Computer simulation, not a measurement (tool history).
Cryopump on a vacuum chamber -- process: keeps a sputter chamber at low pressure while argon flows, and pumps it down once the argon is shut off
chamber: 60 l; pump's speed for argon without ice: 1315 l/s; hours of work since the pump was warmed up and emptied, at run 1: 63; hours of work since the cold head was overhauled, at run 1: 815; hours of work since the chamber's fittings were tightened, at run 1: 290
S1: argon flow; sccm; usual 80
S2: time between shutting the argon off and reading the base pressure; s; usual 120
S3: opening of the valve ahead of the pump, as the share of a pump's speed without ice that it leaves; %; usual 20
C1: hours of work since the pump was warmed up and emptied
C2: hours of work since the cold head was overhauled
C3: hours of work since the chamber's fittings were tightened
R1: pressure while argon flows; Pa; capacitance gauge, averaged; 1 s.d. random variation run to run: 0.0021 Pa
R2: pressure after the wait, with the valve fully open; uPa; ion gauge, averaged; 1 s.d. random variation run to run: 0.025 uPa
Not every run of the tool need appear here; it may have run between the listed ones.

run,hour,S1,S2,S3,C1,C2,C3,R1,R2
1,0.0,80,120,20,63,815,290,0.5155,1.40
2,81.8,80,120,20,100,853,327,0.5179,1.44
3,163.9,80,120,20,138,891,365,0.5202,1.51
4,248.5,80,120,20,177,930,404,0.5184,1.56
5,291.3,116,120,20,197,950,424,0.7562,1.58
6,377.3,116,120,20,237,990,464,0.7555,1.66
7,444.2,116,120,20,268,1021,495,0.7593,1.65
8,501.2,116,120,20,294,1047,521,0.7609,1.74
9,554.8,116,120,20,319,1072,546,0.7623,1.72
10,609.6,116,120,20,344,1097,571,0.7628,1.76
11,681.1,116,120,20,377,1130,604,0.7652,1.84
12,769.6,116,120,20,418,1171,645,0.7675,1.93
13,807.2,116,120,20,436,1189,663,0.7620,1.95
14,889.9,116,120,20,474,1227,701,0.7756,1.91
15,955.2,118,230,37,504,1257,731,0.4412,1.62
16,1010.4,41,289,37,530,1282,757,0.1530,1.59
17,1057.1,80,43,20,551,1304,778,0.5372,3.57
18,1142.9,73,55,20,591,1344,818,0.4892,3.04
19,1180.5,73,55,20,608,1361,835,0.4862,3.15
20,1239.7,117,55,20,636,1388,863,0.7890,3.26
21,1319.4,117,174,16,672,1425,899,0.9768,2.01
# hour 1390.5: pump warmed up, emptied and cooled again
22,1390.5,41,56,54,0,1456,930,0.0989,2.96
23,1456.9,80,43,45,31,1487,961,0.2325,3.55
24,1512.5,76,97,20,56,1512,986,0.4934,2.29
25,1581.3,76,97,20,88,1544,1018,0.4927,2.35
26,1638.7,76,97,27,115,1571,1045,0.3670,2.38
27,1722.1,58,132,27,153,1609,1083,0.2815,2.19
28,1775.1,58,132,27,178,1634,1108,0.2798,2.23

Predict each of these 5 candidate next runs independently; none follows another, all start after run 28:
A,1844.6,58,132,21,210,1666,1140,?,?
B,1844.6,39,63,58,210,1666,1140,?,?
C,1844.6,151,68,19,210,1666,1140,?,?
D,1844.6,49,40,52,210,1666,1140,?,?
E,1844.6,80,193,20,210,1666,1140,?,?

run,R1,R2
A,0.3620,2.26
B,0.0908,3.05
C,1.0432,3.02
D,0.1263,3.91
E,0.5226,2.00
What these runs would have given with no unlogged condition in the tool:
run,R1,R2
A,0.3558,0.96
B,0.0867,1.76
C,1.0270,1.69
D,0.1210,2.63
E,0.5140,0.73
